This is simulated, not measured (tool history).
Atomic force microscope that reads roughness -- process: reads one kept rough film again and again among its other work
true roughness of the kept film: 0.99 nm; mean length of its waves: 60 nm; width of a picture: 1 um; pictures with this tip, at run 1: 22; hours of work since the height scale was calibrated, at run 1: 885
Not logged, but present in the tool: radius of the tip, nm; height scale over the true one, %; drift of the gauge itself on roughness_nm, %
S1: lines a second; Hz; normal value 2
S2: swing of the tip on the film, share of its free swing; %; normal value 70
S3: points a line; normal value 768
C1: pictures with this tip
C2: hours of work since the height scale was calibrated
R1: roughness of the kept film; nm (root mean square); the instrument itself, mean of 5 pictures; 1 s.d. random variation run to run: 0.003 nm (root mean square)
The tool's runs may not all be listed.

| run | hour | S1 | S2 | S3 | C1 | C2 | R1 |
|---|---|---|---|---|---|---|---|
| 1 | 0 | 2 | 70 | 768 | 22 | 885 | 0.878 |
|  | 47.6 | new tip fitted |
| 2 | 48 | 2 | 70 | 768 | 1 | 907 | 0.883 |
| 3 | 77.8 | 2 | 58 | 768 | 40 | 921 | 0.927 |
|  | 116.2 | new tip fitted |
| 4 | 144.9 | 2 | 58 | 768 | 39 | 953 | 0.923 |
|  | 180.3 | new tip fitted |
| 5 | 200.1 | 2 | 58 | 768 | 26 | 979 | 0.93 |
| 6 | 233 | 2 | 58 | 768 | 70 | 994 | 0.915 |
|  | 246.8 | new tip fitted |
| 7 | 282.3 | 2 | 87 | 768 | 48 | 1017 | 0.768 |
|  | 310.9 | new tip fitted |
| 8 | 326.9 | 2 | 64 | 768 | 21 | 1038 | 0.911 |
|  | 374.3 | new tip fitted |
| 9 | 384.1 | 2 | 64 | 768 | 13 | 1065 | 0.915 |
| 10 | 433.7 | 2 | 64 | 768 | 80 | 1088 | 0.888 |
|  | 438 | new tip fitted |
| 11 | 468.7 | 2 | 64 | 768 | 41 | 1104 | 0.905 |
|  | 503.4 | new tip fitted |
| 12 | 536.7 | 2.54 | 71 | 972 | 44 | 1136 | 0.843 |
|  | 568.9 | new tip fitted |
| 13 | 594.9 | 2.54 | 71 | 972 | 35 | 1163 | 0.848 |
|  | 635.1 | new tip fitted |
| 14 | 650.7 | 0.89 | 66 | 455 | 21 | 1189 | 0.95 |

Run 15, settings as shown, results not yet in. Your forecast:
| 15 | 690.1 | 0.89 | 66 | 455 | 74 | 1208 | ? |

{"run 15": {"R1": 0.933}}
Take away the tool's hidden state, keep the run-to-run variation as it was, and the same run would have given R1 0.945 nm (root mean square).
